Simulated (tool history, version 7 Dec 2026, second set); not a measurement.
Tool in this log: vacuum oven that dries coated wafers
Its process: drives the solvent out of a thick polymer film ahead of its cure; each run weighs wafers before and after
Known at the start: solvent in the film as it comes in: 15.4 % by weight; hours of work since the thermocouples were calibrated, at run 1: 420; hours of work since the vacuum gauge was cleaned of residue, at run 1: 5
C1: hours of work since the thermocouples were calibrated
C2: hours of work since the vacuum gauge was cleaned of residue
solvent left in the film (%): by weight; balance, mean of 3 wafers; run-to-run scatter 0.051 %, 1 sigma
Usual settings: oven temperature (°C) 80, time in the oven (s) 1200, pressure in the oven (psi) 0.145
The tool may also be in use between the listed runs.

Run 1, hour 0: usual settings; C1 420; C2 5. Result: solvent left in the film (%) 1.1.
Run 2, hour 34.4: usual settings; C1 443; C2 28. Result: solvent left in the film (%) 1.11.
Run 3, hour 73.5: usual settings but pressure in the oven (psi) 0.403; C1 469; C2 54. Result: solvent left in the film (%) 1.87.
Run 4, hour 95.5: usual settings but pressure in the oven (psi) 0.357; C1 483; C2 68. Result: solvent left in the film (%) 1.77.
Run 5, hour 142.9: usual settings but pressure in the oven (psi) 0.086; C1 514; C2 99. Result: solvent left in the film (%) 1.02.
Run 6, hour 182.5: usual settings; C1 540; C2 126. Result: solvent left in the film (%) 1.12.
Run 7, hour 220.3: usual settings; C1 565; C2 150. Result: solvent left in the film (%) 1.07.
Run 8, hour 254.9: usual settings; C1 588; C2 173. Result: solvent left in the film (%) 1.15.
Run 9, hour 292: usual settings; C1 613; C2 198. Result: solvent left in the film (%) 1.11.
Run 10, hour 340.9: usual settings but pressure in the oven (psi) 0.184; C1 645; C2 230. Result: solvent left in the film (%) 1.34.
Run 11, hour 369.3: usual settings; C1 663; C2 249. Result: solvent left in the film (%) 1.13.
Run 12, hour 392.8: usual settings but oven temperature (°C) 76, time in the oven (s) 1320, pressure in the oven (psi) 0.175; C1 679; C2 264. Result: solvent left in the film (%) 1.72.
Run 13, hour 445.3: usual settings but time in the oven (s) 900, pressure in the oven (psi) 0.251; C1 713; C2 299. Result: solvent left in the film (%) 2.28.
Run 14, hour 467.7: usual settings but oven temperature (°C) 74, pressure in the oven (psi) 0.258; C1 728; C2 313. Result: solvent left in the film (%) 2.71.
Run 15, hour 498.6: usual settings but oven temperature (°C) 94, time in the oven (s) 1080, pressure in the oven (psi) 0.148; C1 749; C2 334. Result: solvent left in the film (%) 0.31.
Run 16, hour 527.4: usual settings but oven temperature (°C) 94, time in the oven (s) 1080, pressure in the oven (psi) 0.148; C1 768; C2 353. Result: solvent left in the film (%) 0.31.
Run 17, hour 563: usual settings but oven temperature (°C) 94, time in the oven (s) 1080, pressure in the oven (psi) 0.148; C1 791; C2 376. Result: solvent left in the film (%) 0.35.
Run 18, hour 594.8: usual settings but oven temperature (°C) 94, time in the oven (s) 1080, pressure in the oven (psi) 0.148; C1 812; C2 397. Result: solvent left in the film (%) 0.35.
Run 19, hour 632.9: usual settings but oven temperature (°C) 94, time in the oven (s) 1080, pressure in the oven (psi) 0.148; C1 837; C2 422. Result: solvent left in the film (%) 0.31.
Run 20, hour 659.5: usual settings but oven temperature (°C) 94, time in the oven (s) 1080, pressure in the oven (psi) 0.148; C1 855; C2 440. Result: solvent left in the film (%) 0.26.
Run 21, hour 704.6: usual settings but oven temperature (°C) 94, time in the oven (s) 1080, pressure in the oven (psi) 0.148; C1 884; C2 470. Result: solvent left in the film (%) 0.3.
Run 22, hour 746.4: usual settings but oven temperature (°C) 81, time in the oven (s) 900, pressure in the oven (psi) 0.138; C1 912; C2 497. Result: solvent left in the film (%) 1.62.

Predict each of these 3 candidate next runs independently; none follows another, all start after run 22:
Run A, hour 770.9: usual settings but oven temperature (°C) 82; C1 928; C2 513. Result: solvent left in the film (%) ?.
Run B, hour 770.9: usual settings but oven temperature (°C) 81, time in the oven (s) 1800, pressure in the oven (psi) 0.138; C1 928; C2 513. Result: solvent left in the film (%) ?.
Run C, hour 770.9: usual settings but oven temperature (°C) 81, time in the oven (s) 1440, pressure in the oven (psi) 0.138; C1 928; C2 513. Result: solvent left in the film (%) ?.

run  solvent left in the film (%)
  A                          0.87
  B                          0.61
  C                          0.72
With the hidden condition removed and each run's random variation left untouched, the same runs would have given:
run  solvent left in the film (%)
  A                          0.86
  B                           0.6
  C                          0.71

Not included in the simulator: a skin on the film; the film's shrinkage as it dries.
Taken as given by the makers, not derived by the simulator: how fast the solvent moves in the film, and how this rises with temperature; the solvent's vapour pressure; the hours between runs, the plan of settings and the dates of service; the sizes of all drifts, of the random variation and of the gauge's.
